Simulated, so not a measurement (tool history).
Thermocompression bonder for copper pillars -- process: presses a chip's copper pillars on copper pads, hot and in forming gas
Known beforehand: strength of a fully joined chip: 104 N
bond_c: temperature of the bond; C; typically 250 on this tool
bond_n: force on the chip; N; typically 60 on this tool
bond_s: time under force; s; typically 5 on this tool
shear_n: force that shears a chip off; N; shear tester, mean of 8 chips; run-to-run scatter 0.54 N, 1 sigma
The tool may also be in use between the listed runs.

| run | hour | bond_c | bond_n | bond_s | shear_n |
|---|---|---|---|---|---|
| 1 | 0 | 250 | 60 | 5 | 43.9 |
| 2 | 9.2 | 250 | 60 | 5 | 44.1 |
| 3 | 23.9 | 250 | 60 | 5 | 43.9 |
| 4 | 30.8 | 250 | 60 | 5 | 43.4 |
| 5 | 44.3 | 250 | 62 | 5 | 44.8 |
| 6 | 58.3 | 250 | 62 | 5 | 45 |
| 7 | 73.7 | 250 | 62 | 5 | 45 |
| 8 | 86.5 | 250 | 62 | 5 | 45.3 |
| 9 | 100.3 | 250 | 62 | 7 | 50.1 |
| 10 | 114.9 | 250 | 47 | 5 | 35.1 |
| 11 | 121.7 | 250 | 60 | 5 | 43.8 |
| 12 | 129.1 | 250 | 60 | 5 | 44.1 |
| 13 | 136.4 | 250 | 60 | 5 | 44.2 |
| 14 | 147.6 | 250 | 60 | 4 | 39.6 |
| 15 | 163.2 | 250 | 60 | 4 | 40.1 |
| 16 | 174.4 | 250 | 60 | 4 | 40.3 |
| 17 | 181.1 | 250 | 60 | 5 | 43.3 |
| 18 | 195.1 | 250 | 60 | 5 | 43.3 |
| 19 | 201.9 | 273 | 47 | 8 | 53.9 |
| 20 | 209.1 | 273 | 47 | 8 | 54.2 |
| 21 | 218.7 | 250 | 65 | 13 | 64.8 |
| 22 | 232.8 | 250 | 65 | 13 | 63.9 |
| 23 | 242 | 272 | 51 | 4 | 44.2 |
| 24 | 255.6 | 272 | 51 | 4 | 43.3 |

For run 25, what comes out?
| 25 | 263.3 | 272 | 51 | 4 | ? |

{"run 25": {"shear_n": 44.4}}
With the hidden condition absent and the run-to-run variation left alone, this run would have shown shear_n 44.6 N.

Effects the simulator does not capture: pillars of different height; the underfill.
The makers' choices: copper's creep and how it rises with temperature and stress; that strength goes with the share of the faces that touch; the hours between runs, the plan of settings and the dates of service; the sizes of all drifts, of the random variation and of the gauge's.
